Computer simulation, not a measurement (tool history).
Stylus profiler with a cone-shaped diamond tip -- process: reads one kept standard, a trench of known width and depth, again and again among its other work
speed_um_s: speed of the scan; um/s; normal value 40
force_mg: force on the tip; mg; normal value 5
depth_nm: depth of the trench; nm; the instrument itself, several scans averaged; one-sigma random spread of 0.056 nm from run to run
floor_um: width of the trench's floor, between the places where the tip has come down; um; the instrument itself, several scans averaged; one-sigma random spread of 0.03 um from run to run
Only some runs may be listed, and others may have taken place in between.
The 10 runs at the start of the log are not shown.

| run | hour | speed_um_s | force_mg | scans with this tip | hours of work since the height scale was calibrated | depth_nm | floor_um |
|---|---|---|---|---|---|---|---|
| 11 | 302.4 | 12 | 5 | 13907 | 938 | 201.88 | 97.74 |
| 12 | 351.1 | 46 | 5 | 14470 | 976 | 201.88 | 97.56 |
| 13 | 374.9 | 40 | 7.48 | 14745 | 994 | 202.61 | 97.65 |
| 14 | 426.7 | 40 | 7.48 | 15344 | 1035 | 202.65 | 97.59 |
| 15 | 479.7 | 40 | 7.48 | 15957 | 1076 | 202.57 | 97.56 |
| 16 | 526.8 | 40 | 5 | 16502 | 1113 | 201.93 | 97.53 |
| 17 | 572.4 | 19 | 8.67 | 17029 | 1148 | 202.8 | 97.66 |
| 18 | 597.8 | 13 | 5 | 17323 | 1168 | 202 | 97.61 |
| 19 | 636.7 | 156 | 3.74 | 17773 | 1199 | 201.46 | 96.86 |
| 20 | 671 | 156 | 3.74 | 18170 | 1225 | 201.47 | 96.86 |
|  | 674.1 | height scale calibrated on a step standard |
| 21 | 722.4 | 63 | 3.74 | 18758 | 38 | 201.23 | 97.33 |
| 22 | 770.9 | 27 | 6.32 | 19319 | 76 | 201.98 | 97.55 |
|  | 789 | height scale calibrated on a step standard, once more |
| 23 | 794.9 | 62 | 2.5 | 19590 | 5 | 201.43 | 97.25 |
| 24 | 843.9 | 72 | 3.21 | 20157 | 43 | 201.59 | 97.22 |
| 25 | 891 | 72 | 13.57 | 20702 | 80 | 204.3 | 97.42 |
| 26 | 913.9 | 110 | 2.69 | 20966 | 97 | 201.36 | 96.96 |
| 27 | 960.4 | 110 | 2.69 | 21505 | 134 | 201.41 | 96.94 |
| 28 | 994.1 | 110 | 2.69 | 21895 | 160 | 201.34 | 96.94 |
| 29 | 1016.5 | 13 | 11.85 | 22153 | 177 | 203.85 | 97.56 |
| 30 | 1040.6 | 111 | 1.85 | 22432 | 196 | 201.11 | 96.78 |
| 31 | 1064.2 | 111 | 1.85 | 22705 | 215 | 200.9 | 96.8 |

Predict each of these 5 candidate next runs independently; none follows another, all start after run 31:
| A | 1117.3 | 33 | 5.54 | 23319 | 256 | ? | ? |
| B | 1117.3 | 49 | 5 | 23319 | 256 | ? | ? |
| C | 1117.3 | 11 | 1.8 | 23319 | 256 | ? | ? |
| D | 1117.3 | 40 | 4.02 | 23319 | 256 | ? | ? |
| E | 1117.3 | 11 | 2.42 | 23319 | 256 | ? | ? |

| run | depth_nm | floor_um |
|---|---|---|
| A | 202.2 | 97.43 |
| B | 202.1 | 97.36 |
| C | 200.92 | 97.47 |
| D | 201.79 | 97.37 |
| E | 201.19 | 97.49 |
Stripped of hidden state, with their random variation kept, the same runs would have yielded:
| run | depth_nm | floor_um |
|---|---|---|
| A | 202.34 | 97.89 |
| B | 202.24 | 97.82 |
| C | 201.05 | 97.94 |
| D | 201.93 | 97.83 |
| E | 201.32 | 97.95 |
